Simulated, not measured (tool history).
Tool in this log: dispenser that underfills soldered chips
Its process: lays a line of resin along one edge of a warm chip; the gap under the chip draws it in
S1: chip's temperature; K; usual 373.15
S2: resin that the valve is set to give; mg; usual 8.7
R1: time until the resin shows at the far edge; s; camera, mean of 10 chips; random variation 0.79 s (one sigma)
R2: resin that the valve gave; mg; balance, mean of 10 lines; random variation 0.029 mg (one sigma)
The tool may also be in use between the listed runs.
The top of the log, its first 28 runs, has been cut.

run    day      S1     S2     R1     R2
     6.592  -- new syringe of resin
 29  6.696  379.15   9.82   60.6   9.79
 30    6.9  366.15  10.91  122.1  10.88
     7.042  -- new syringe of resin
 31  7.212  379.15   9.51   64.4   9.42
     7.492  -- new syringe of resin
 32  7.492  371.15   8.53   85.9   8.47
 33  7.733  371.15   8.53   99.7   8.35
 34  7.908  369.15    9.9  117.2   9.72
     7.942  -- new syringe of resin
 35  8.208  361.15      8  160.2   7.83
     8.388  -- new syringe of resin
 36    8.4  361.15      8  136.9   7.78

Branching from run 36: 4 alternative next runs. What would each branch give?
  A  8.658  375.15    9.8   ?   ?
  B  8.658  384.15   8.35   ?   ?
  C  8.658  359.15  11.28   ?   ?
  D  8.658  367.15    8.4   ?   ?

run     R1     R2
  A   85.5   9.52
  B   57.5   8.18
  C  168.5  11.04
  D  120.1   8.17
What these runs would have given with no unlogged condition in the tool:
run     R1     R2
  A   68.1   9.78
  B   45.7    8.4
  C  133.6  11.34
  D   95.1   8.39
